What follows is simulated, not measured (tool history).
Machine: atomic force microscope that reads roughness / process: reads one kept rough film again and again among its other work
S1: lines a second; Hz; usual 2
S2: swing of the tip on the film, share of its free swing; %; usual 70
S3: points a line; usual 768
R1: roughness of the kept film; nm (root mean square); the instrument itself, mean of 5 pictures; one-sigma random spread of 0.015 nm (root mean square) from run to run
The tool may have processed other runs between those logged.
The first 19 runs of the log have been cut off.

run,hour,S1,S2,S3,R1
20,142.9,0.91,67,348,2.964
21,148.4,0.67,70,768,2.928
22,153.7,1,58,320,2.775
23,160.9,0.87,70,768,2.668
24,168.1,0.87,70,768,2.558
25,174.2,1.42,70,286,2.351
26,180.6,1.14,70,982,2.351
27,187.2,1.14,71,455,2.238
28,196.1,1.14,71,455,2.157
29,201.4,0.61,72,319,2.098
# hour 202.3: new tip fitted
30,208.8,1.39,72,319,3.417
31,213.2,2.36,83,297,2.942

Each row is a separate what-if for the run after 31, all from the same tool condition, not one after another. Results?
A,219.4,1.8,70,607,?
B,219.4,1.38,67,711,?
C,219.4,1.05,76,855,?
D,219.4,2.36,83,367,?

run,R1
A,3.147
B,3.21
C,3.202
D,2.852
Had the tool no hidden state, the same runs would have come out as:
run,R1
A,3.682
B,3.756
C,3.747
D,3.338

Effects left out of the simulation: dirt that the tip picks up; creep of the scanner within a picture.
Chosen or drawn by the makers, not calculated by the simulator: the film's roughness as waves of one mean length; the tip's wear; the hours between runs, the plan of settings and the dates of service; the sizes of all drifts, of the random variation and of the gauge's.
